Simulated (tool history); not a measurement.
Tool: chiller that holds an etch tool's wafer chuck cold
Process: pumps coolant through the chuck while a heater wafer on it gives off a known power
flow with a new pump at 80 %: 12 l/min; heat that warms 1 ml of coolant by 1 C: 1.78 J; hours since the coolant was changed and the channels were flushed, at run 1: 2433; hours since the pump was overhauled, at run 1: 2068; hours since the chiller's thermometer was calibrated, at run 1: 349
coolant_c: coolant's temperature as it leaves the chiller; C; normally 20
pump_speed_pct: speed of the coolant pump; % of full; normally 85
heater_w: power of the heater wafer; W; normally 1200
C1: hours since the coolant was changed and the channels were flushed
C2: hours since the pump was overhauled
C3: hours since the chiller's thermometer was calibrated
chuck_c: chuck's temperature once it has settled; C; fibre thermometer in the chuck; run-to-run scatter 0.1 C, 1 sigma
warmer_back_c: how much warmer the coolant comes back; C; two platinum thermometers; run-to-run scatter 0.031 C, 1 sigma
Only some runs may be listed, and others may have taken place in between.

Run 1, hour 0: usual settings; C1 2433; C2 2068; C3 349. Result: chuck_c 33.1 C, warmer_back_c 3.49 C.
Run 2, hour 182.1: usual settings but pump_speed_pct 81 % of full; C1 2615; C2 2250; C3 531. Result: chuck_c 33.6 C, warmer_back_c 3.69 C.
Run 3, hour 300.7: usual settings but pump_speed_pct 81 % of full; C1 2733; C2 2369; C3 650. Result: chuck_c 33.8 C, warmer_back_c 3.72 C.
Run 4, hour 425.5: usual settings but pump_speed_pct 81 % of full; C1 2858; C2 2494; C3 774. Result: chuck_c 33.8 C, warmer_back_c 3.72 C.
Run 5, hour 601.6: usual settings but pump_speed_pct 81 % of full; C1 3034; C2 2670; C3 951. Result: chuck_c 33.9 C, warmer_back_c 3.7 C.
Run 6, hour 693.1: usual settings but pump_speed_pct 81 % of full; C1 3126; C2 2761; C3 1042. Result: chuck_c 34.1 C, warmer_back_c 3.78 C.
At hour 713: coolant pump overhauled.
Run 7, hour 900.1: usual settings but pump_speed_pct 81 % of full; C1 3328; C2 187; C3 1244. Result: chuck_c 34.7 C, warmer_back_c 4.08 C.
Run 8, hour 1083.7: usual settings; C1 3511; C2 371; C3 1428. Result: chuck_c 34.4 C, warmer_back_c 3.91 C.
Run 9, hour 1172.2: usual settings but coolant_c 10 C, pump_speed_pct 75 % of full; C1 3600; C2 459; C3 1516. Result: chuck_c 25.8 C, warmer_back_c 4.47 C.
Run 10, hour 1359.8: usual settings but coolant_c 10 C, pump_speed_pct 75 % of full; C1 3787; C2 647; C3 1704. Result: chuck_c 26.1 C, warmer_back_c 4.58 C.
At hour 1393.8: coolant changed, channels flushed.
Run 11, hour 1463.5: usual settings but pump_speed_pct 82 % of full; C1 70; C2 745; C3 1802. Result: chuck_c 32.6 C, warmer_back_c 4.16 C.
At hour 1559.1: coolant pump overhauled, once more.
Run 12, hour 1580: usual settings but pump_speed_pct 86 % of full; C1 181; C2 21; C3 1913. Result: chuck_c 31 C, warmer_back_c 3.13 C.
Run 13, hour 1724.2: usual settings but coolant_c 16 C, pump_speed_pct 69 % of full, heater_w 771 W; C1 325; C2 165; C3 2057. Result: chuck_c 23.9 C, warmer_back_c 2.57 C.
Run 14, hour 1907.2: usual settings but coolant_c 16 C, pump_speed_pct 90 % of full, heater_w 1375 W; C1 508; C2 348; C3 2240. Result: chuck_c 28.2 C, warmer_back_c 3.37 C.
Run 15, hour 2059.3: usual settings but coolant_c 17 C, pump_speed_pct 65 % of full; C1 660; C2 500; C3 2392. Result: chuck_c 30.2 C, warmer_back_c 4.37 C.
Run 16, hour 2234.1: usual settings but coolant_c 16 C, pump_speed_pct 99 % of full, heater_w 708 W; C1 835; C2 675; C3 2567. Result: chuck_c 22 C, warmer_back_c 1.59 C.

Each row is a separate what-if for the run after 16, all from the same tool condition, not one after another. Results?
Run A, hour 2445.2: usual settings but coolant_c 15 C, pump_speed_pct 87 % of full, heater_w 1745 W; C1 1046; C2 886; C3 2778. Result: chuck_c ?, warmer_back_c ?.
Run B, hour 2445.2: usual settings but coolant_c 12 C, pump_speed_pct 75 % of full, heater_w 977 W; C1 1046; C2 886; C3 2778. Result: chuck_c ?, warmer_back_c ?.
Run C, hour 2445.2: usual settings but coolant_c 22 C, pump_speed_pct 99 % of full, heater_w 708 W; C1 1046; C2 886; C3 2778. Result: chuck_c ?, warmer_back_c ?.

run  chuck_c  warmer_back_c
  A     31.5           4.62
  B     22.1           3.05
  C     27.9           1.66
The same runs, with their run-to-run variation unchanged, on a tool lacking any hidden condition would have given:
run  chuck_c  warmer_back_c
  A     30.8           4.48
  B     21.8           2.95
  C     27.9           1.61

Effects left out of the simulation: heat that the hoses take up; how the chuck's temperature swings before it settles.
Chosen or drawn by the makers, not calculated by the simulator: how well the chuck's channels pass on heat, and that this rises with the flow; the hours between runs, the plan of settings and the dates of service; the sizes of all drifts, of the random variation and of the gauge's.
